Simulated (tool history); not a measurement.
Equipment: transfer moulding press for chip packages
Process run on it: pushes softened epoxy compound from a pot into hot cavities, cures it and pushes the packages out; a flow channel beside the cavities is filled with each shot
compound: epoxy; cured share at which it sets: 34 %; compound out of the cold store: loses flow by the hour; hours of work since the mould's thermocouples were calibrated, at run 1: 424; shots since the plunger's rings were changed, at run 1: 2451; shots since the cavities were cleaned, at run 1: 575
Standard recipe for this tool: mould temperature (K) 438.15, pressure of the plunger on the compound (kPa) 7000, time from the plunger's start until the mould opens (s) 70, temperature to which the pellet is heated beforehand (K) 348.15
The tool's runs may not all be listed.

run,hour,mould temperature (K),pressure of the plunger on the compound (kPa),time from the plunger's start until the mould opens (s),temperature to which the pellet is heated beforehand (K),hours of work since the mould's thermocouples were calibrated,shots since the plunger's rings were changed,shots since the cavities were cleaned,incoming compound's hours out of the cold store,length that the compound runs in the flow channel (mm),greatest force on the pins that push the packages out (N)
1,0.0,438.15,7000,70,348.15,424,2451,575,16.9,720,641
# hour 4.9: cavities cleaned with cleaning compound and waxed
2,8.2,446.15,7000,70,348.15,429,2571,60,20.6,690,600
3,23.4,435.15,7000,70,348.15,440,2842,331,35.2,671,863
4,29.9,438.15,7000,70,348.15,444,2959,448,32.3,676,699
# hour 41.7: cavities cleaned with cleaning compound and waxed
5,42.2,438.15,7000,70,348.15,452,3152,9,23.0,694,352
6,56.7,438.15,7000,70,348.15,462,3412,269,43.5,641,523
7,64.0,438.15,7000,70,348.15,467,3540,397,35.0,675,564
# hour 73.5: cavities cleaned with cleaning compound and waxed, once more
8,75.6,438.15,7000,70,348.15,474,3721,36,8.5,730,401
9,82.6,438.15,7000,70,348.15,479,3847,162,13.0,723,512
# hour 91.4: plunger's sealing rings changed
10,98.4,430.15,7000,70,348.15,488,124,399,40.2,729,967
11,109.1,430.15,7000,70,348.15,496,316,591,43.3,717,1038
# hour 113.4: cavities cleaned with cleaning compound and waxed
12,123.5,445.15,7000,70,348.15,505,546,179,43.0,673,368
13,132.6,445.15,7000,70,348.15,511,709,342,46.0,668,419
14,142.1,445.15,7000,70,348.15,518,878,511,41.9,671,448
# hour 151.2: cavities cleaned with cleaning compound and waxed
15,151.7,432.15,7000,60,356.15,524,1024,10,40.0,711,718
16,166.7,432.15,7000,60,356.15,534,1292,278,32.3,730,1096
17,173.2,436.15,7000,70,355.15,539,1409,395,27.4,734,652
18,183.8,445.15,7000,78,349.15,546,1598,584,31.1,677,457
# hour 188.5: cavities cleaned with cleaning compound and waxed
19,201.0,445.15,7000,78,349.15,557,1879,224,40.3,667,353
20,207.5,445.15,7000,78,349.15,562,1995,340,14.6,717,412
21,222.1,431.15,8530,74,348.15,572,2255,600,30.3,798,908
# hour 226.2: cavities cleaned with cleaning compound and waxed
22,230.6,431.15,8530,57,348.15,577,2381,80,23.9,808,1065
23,238.9,441.15,5830,80,348.15,583,2529,228,37.7,598,390
24,250.8,437.15,7000,55,343.15,591,2741,440,9.6,746,1223
25,259.5,437.15,7000,55,343.15,597,2897,596,40.8,664,1158
# hour 263.0: cavities cleaned with cleaning compound and waxed
26,267.6,437.15,7000,55,343.15,602,3015,82,42.0,663,759
27,281.8,437.15,7240,107,343.15,612,3268,335,8.6,758,404

Here are 4 independent what-if runs from the current tool condition. What would each one return?
A,290.2,438.15,6930,70,347.15,618,3419,486,15.9,?,?
B,290.2,437.15,6090,107,339.15,618,3419,486,18.5,?,?
C,290.2,438.15,6210,70,353.15,618,3419,486,14.1,?,?
D,290.2,430.15,6600,69,348.15,618,3419,486,34.1,?,?

run,length that the compound runs in the flow channel (mm),greatest force on the pins that push the packages out (N)
A,718,642
B,658,434
C,679,615
D,676,1085
What these runs would have given with no unlogged condition in the tool:
run,length that the compound runs in the flow channel (mm),greatest force on the pins that push the packages out (N)
A,764,336
B,701,249
C,723,323
D,719,559
